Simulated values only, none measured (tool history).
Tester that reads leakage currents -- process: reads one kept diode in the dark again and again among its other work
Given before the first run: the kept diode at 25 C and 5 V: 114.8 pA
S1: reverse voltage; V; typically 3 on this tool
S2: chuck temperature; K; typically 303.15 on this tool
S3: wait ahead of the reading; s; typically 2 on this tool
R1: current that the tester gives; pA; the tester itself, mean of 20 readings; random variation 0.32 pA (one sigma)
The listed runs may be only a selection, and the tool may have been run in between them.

run	hour	S1	S2	S3	R1
1	0	3	303.15	2	138.29
2	72.6	3	303.15	2	139.04
3	138.1	3	303.15	2	138.46
4	176	3.1	303.15	2	140.16
5	249.9	3	303.15	2	138.19
6	321.8	3	303.15	2	138.66
7	385	3	297.15	2	83.39
8	447.7	3	297.15	2	82.96
9	488.6	3	297.15	2	82.93
10	551.5	3	303.15	2	138.32
11	623.4	2.6	303.15	2	129.67
12	695.6	3	303.15	2	138.3
13	739.9	3	303.15	2	138.09
14	801.3	3.83	303.15	2	154.83
15	880	3.83	303.15	2	154.7
16	959.1	3.83	303.15	2	155.13
17	1028.6	3.83	303.15	2	154.93
18	1103.2	1.14	303.15	2	87.97
19	1178.3	1.14	303.15	2	87.99
20	1236.3	1.14	303.15	2	88.21
21	1276.4	1.14	303.15	2	88.5
22	1312.6	1.14	303.15	2	88.14
23	1371.4	3.16	309.15	0.35	231.17
24	1451.6	3.16	309.15	0.35	231.2
25	1530.4	3.16	309.15	0.35	232.67
26	1589.1	3.7	303.15	9.82	152.7
27	1621.7	8.79	321.15	6.7	936.22
28	1693.4	8.79	327.15	5.64	1447.75
29	1761.4	9.89	311.15	0.35	463.19
30	1820.5	9.89	311.15	0.35	463.17
31	1888.1	19.85	311.15	0.35	639.3
32	1924.7	19.85	311.15	0.35	641.89
33	1971	10.25	303.15	2	245.2
34	2028.7	12.48	307.15	2	372.67
35	2105.2	12.48	307.15	5.13	371.74
36	2145.1	1.04	317.15	2	257.92
37	2192.2	1.04	317.15	2	256.94
38	2234.5	3	323.15	2	660.2
39	2277.9	13.84	309.15	0.31	462.38
40	2332.8	13.84	309.15	0.31	461.61

For some of the steps in R1 from one run to the next: how much would appear even if the tool had no hidden state, given the settings, what came in and random variation, and how much remains for the hidden state plus any gauge scatter that the measured result and the result without hidden state don't share?
What the log doesn't record here: stray current of the dirty probe card, pA a volt; current scale over the true one, %; true chuck temperature over the reading, C; drift of the gauge itself on leakage_pa, %.
Run 26 -> 27: S1 3.7 -> 8.79, S2 303.15 -> 321.15, S3 9.82 -> 6.7. R1 +783.52 pA: hidden state -0.19, all else +783.71.
Run 27 -> 28: S2 321.15 -> 327.15, S3 6.7 -> 5.64. R1 +511.53 pA: hidden state -0.14, all else +511.67.
Run 28 -> 29: S1 8.79 -> 9.89, S2 327.15 -> 311.15, S3 5.64 -> 0.35. R1 -984.56 pA: hidden state +0.28, all else -984.84.
Run 38 -> 39: S1 3 -> 13.84, S2 323.15 -> 309.15, S3 2 -> 0.31. R1 -197.82 pA: hidden state +0.16, all else -197.98.

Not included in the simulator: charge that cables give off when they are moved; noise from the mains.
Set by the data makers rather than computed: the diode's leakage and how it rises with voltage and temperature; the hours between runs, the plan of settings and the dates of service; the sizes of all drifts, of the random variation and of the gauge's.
